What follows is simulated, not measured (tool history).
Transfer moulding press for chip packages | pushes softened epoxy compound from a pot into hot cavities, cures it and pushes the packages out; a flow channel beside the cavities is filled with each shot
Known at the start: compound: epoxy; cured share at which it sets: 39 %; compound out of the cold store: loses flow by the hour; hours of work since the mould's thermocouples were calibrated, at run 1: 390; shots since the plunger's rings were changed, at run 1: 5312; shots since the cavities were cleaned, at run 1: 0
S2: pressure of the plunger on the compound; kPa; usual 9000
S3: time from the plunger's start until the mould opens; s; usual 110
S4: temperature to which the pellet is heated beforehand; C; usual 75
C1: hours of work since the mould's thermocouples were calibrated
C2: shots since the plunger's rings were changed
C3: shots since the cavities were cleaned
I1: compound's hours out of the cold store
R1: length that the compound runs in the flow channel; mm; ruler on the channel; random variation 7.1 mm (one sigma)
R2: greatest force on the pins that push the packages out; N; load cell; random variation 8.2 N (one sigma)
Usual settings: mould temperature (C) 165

run 1 day=0.000 | mould_temperature_(C)=165 S2=9000 S3=110 S4=75 | C1=390 C2=5312 C3=0 | I1=25.0 | R1=726 R2=357
run 2 day=0.488 | mould_temperature_(C)=165 S2=9000 S3=110 S4=82 | C1=396 C2=5421 C3=109 | I1=22.5 | R1=720 R2=421
run 3 day=1.129 | mould_temperature_(C)=165 S2=9000 S3=110 S4=75 | C1=404 C2=5563 C3=251 | I1=47.1 | R1=679 R2=489
run 4 day=1.996 | mould_temperature_(C)=165 S2=9000 S3=110 S4=75 | C1=415 C2=5757 C3=445 | I1=36.5 | R1=704 R2=573
run 5 day=2.525 | mould_temperature_(C)=165 S2=9000 S3=110 S4=75 | C1=422 C2=5875 C3=563 | I1=25.1 | R1=721 R2=588
-- day=3.204 cavities cleaned with cleaning compound and waxed
-- day=3.362 plunger's sealing rings changed
run 6 day=3.521 | mould_temperature_(C)=165 S2=9000 S3=110 S4=75 | C1=432 C2=36 C3=47 | I1=36.4 | R1=781 R2=386
run 7 day=4.200 | mould_temperature_(C)=165 S2=9000 S3=110 S4=75 | C1=441 C2=187 C3=198 | I1=35.1 | R1=778 R2=459
run 8 day=4.779 | mould_temperature_(C)=165 S2=9000 S3=110 S4=75 | C1=448 C2=316 C3=327 | I1=16.9 | R1=828 R2=521
run 9 day=5.533 | mould_temperature_(C)=165 S2=9000 S3=110 S4=75 | C1=458 C2=484 C3=495 | I1=46.2 | R1=754 R2=619
run 10 day=5.988 | mould_temperature_(C)=165 S2=9000 S3=110 S4=75 | C1=463 C2=586 C3=597 | I1=26.3 | R1=788 R2=612
-- day=6.492 cavities cleaned with cleaning compound and waxed
run 11 day=6.504 | mould_temperature_(C)=165 S2=9000 S3=110 S4=75 | C1=469 C2=687 C3=3 | I1=11.9 | R1=825 R2=347
run 12 day=7.425 | mould_temperature_(C)=165 S2=9000 S3=110 S4=75 | C1=481 C2=892 C3=208 | I1=15.2 | R1=827 R2=471
run 13 day=8.279 | mould_temperature_(C)=165 S2=9000 S3=110 S4=75 | C1=492 C2=1083 C3=399 | I1=33.0 | R1=776 R2=550
run 14 day=8.800 | mould_temperature_(C)=159 S2=9000 S3=113 S4=74 | C1=498 C2=1199 C3=515 | I1=35.0 | R1=773 R2=767
run 15 day=9.238 | mould_temperature_(C)=159 S2=9000 S3=113 S4=74 | C1=504 C2=1296 C3=612 | I1=42.7 | R1=761 R2=754
-- day=9.671 cavities cleaned with cleaning compound and waxed
run 16 day=9.867 | mould_temperature_(C)=165 S2=9510 S3=110 S4=70 | C1=511 C2=1423 C3=44 | I1=18.6 | R1=838 R2=377
run 17 day=10.742 | mould_temperature_(C)=165 S2=9510 S3=110 S4=70 | C1=522 C2=1618 C3=239 | I1=11.5 | R1=839 R2=505
run 18 day=11.725 | mould_temperature_(C)=165 S2=9510 S3=110 S4=70 | C1=535 C2=1837 C3=458 | I1=17.2 | R1=828 R2=577
run 19 day=12.296 | mould_temperature_(C)=165 S2=9510 S3=110 S4=70 | C1=542 C2=1965 C3=586 | I1=12.5 | R1=821 R2=600
-- day=12.883 cavities cleaned with cleaning compound and waxed
run 20 day=13.008 | mould_temperature_(C)=165 S2=8490 S3=110 S4=79 | C1=550 C2=2109 C3=27 | I1=9.4 | R1=772 R2=369
run 21 day=13.804 | mould_temperature_(C)=161 S2=10580 S3=110 S4=75 | C1=560 C2=2287 C3=205 | I1=37.3 | R1=822 R2=559
run 22 day=14.446 | mould_temperature_(C)=167 S2=6990 S3=100 S4=81 | C1=568 C2=2431 C3=349 | I1=38.2 | R1=659 R2=554
run 23 day=15.138 | mould_temperature_(C)=167 S2=6990 S3=100 S4=81 | C1=577 C2=2585 C3=503 | I1=30.9 | R1=668 R2=605
-- day=16.071 cavities cleaned with cleaning compound and waxed
run 24 day=16.133 | mould_temperature_(C)=165 S2=8970 S3=110 S4=75 | C1=589 C2=2793 C3=14 | I1=18.5 | R1=785 R2=360
run 25 day=16.571 | mould_temperature_(C)=165 S2=9000 S3=91 S4=75 | C1=594 C2=2890 C3=111 | I1=38.1 | R1=744 R2=555

4 ways to go on from here, each from the tool as it stands after run 25. What would each give?
-- day=16.754 mould's thermocouples calibrated
run A day=17.396 | mould_temperature_(C)=173 S2=10820 S3=110 S4=75 | C1=8 C2=3055 C3=276 | I1=37.3 | R1=? R2=?
-- day=16.754 mould's thermocouples calibrated
run B day=17.396 | mould_temperature_(C)=165 S2=9710 S3=137 S4=75 | C1=8 C2=3055 C3=276 | I1=30.1 | R1=? R2=?
-- day=16.754 mould's thermocouples calibrated
run C day=17.396 | mould_temperature_(C)=166 S2=9000 S3=111 S4=82 | C1=8 C2=3055 C3=276 | I1=25.5 | R1=? R2=?
-- day=16.754 mould's thermocouples calibrated
run D day=17.396 | mould_temperature_(C)=172 S2=10470 S3=110 S4=83 | C1=8 C2=3055 C3=276 | I1=12.6 | R1=? R2=?

run=A R1=804 R2=439
run=B R1=799 R2=443
run=C R1=756 R2=492
run=D R1=835 R2=464
Without the tool's hidden state the same runs would have given:
run=A R1=851 R2=299
run=B R1=847 R2=301
run=C R1=801 R2=332
run=D R1=885 R2=316
